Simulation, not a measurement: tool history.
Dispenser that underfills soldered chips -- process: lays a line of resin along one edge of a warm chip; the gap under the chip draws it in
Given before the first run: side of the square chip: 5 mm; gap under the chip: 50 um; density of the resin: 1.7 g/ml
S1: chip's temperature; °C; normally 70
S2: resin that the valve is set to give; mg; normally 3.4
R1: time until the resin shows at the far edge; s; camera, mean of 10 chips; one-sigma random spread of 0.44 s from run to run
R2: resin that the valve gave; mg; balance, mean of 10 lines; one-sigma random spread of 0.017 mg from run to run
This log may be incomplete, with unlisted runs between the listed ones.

run,hour,S1,S2,R1,R2
1,0,70,3.4,45.6,3.28
# hour 5.1: new syringe of resin
2,8.4,70,3.4,40.3,3.27
3,14.9,70,3.93,55.4,3.77
# hour 15.8: new syringe of resin
# hour 17.7: dispensing valve cleaned and set on the balance
4,21.6,70,3.93,42.6,3.9
# hour 27.4: new syringe of resin
5,27.7,70,4.3,33.8,4.26
6,36.3,70,4.3,53.2,4.21
# hour 38.2: new syringe of resin
7,44.3,70,4.3,46.9,4.2
# hour 49.2: new syringe of resin
8,52,70,4.15,37.9,4.05
# hour 60.3: new syringe of resin
9,61.5,70,4.15,35.8,4
10,67.7,70,4.15,49.3,3.99
# hour 71.6: new syringe of resin
11,76,70,4.15,42.4,3.98
# hour 82.6: new syringe of resin
# hour 85.1: dispensing valve cleaned and set on the balance
12,85.6,70,4.15,37,4.16
13,89.6,70,4.15,46.4,4.14
# hour 94.3: new syringe of resin
14,98.8,70,3.68,42.8,3.66
# hour 104.9: new syringe of resin
15,106.1,70,3.68,36.8,3.59
16,110.7,65,3.37,55.3,3.33
# hour 115.7: new syringe of resin
17,115.7,70,3.19,35.3,3.15
18,122.2,70,3.19,47.9,3.1
# hour 126.6: new syringe of resin
19,129.9,62,3.85,52.4,3.71
20,135,66,3.03,62.7,2.89
# hour 137.5: new syringe of resin
21,142,55,3.77,76.6,3.61
22,146.2,62,3.3,73.1,3.17
# hour 148.6: new syringe of resin
# hour 152.7: dispensing valve cleaned and set on the balance
23,155.4,57,3.09,76.9,3.09
# hour 160.5: new syringe of resin
24,162.3,72,3.77,34,3.73
25,169,77,3.08,41.6,3.07
# hour 171: new syringe of resin
26,178,80,2.97,35.6,2.98

Alternative continuations, all from the tool just after run 26; predict every row:
# hour 181.9: new syringe of resin
A,184.7,64,3.81,?,?
# hour 181.9: new syringe of resin
B,184.7,78,3.05,?,?
# hour 181.9: new syringe of resin
C,184.7,70,2.93,?,?
# hour 181.9: new syringe of resin
D,184.7,81,3.89,?,?

run,R1,R2
A,47.9,3.73
B,30.5,2.99
C,41.3,2.88
D,26.7,3.79
Without the tool's unlogged condition, the same runs would have read:
run,R1,R2
A,38.9,3.81
B,24.9,3.05
C,33.6,2.94
D,21.8,3.87
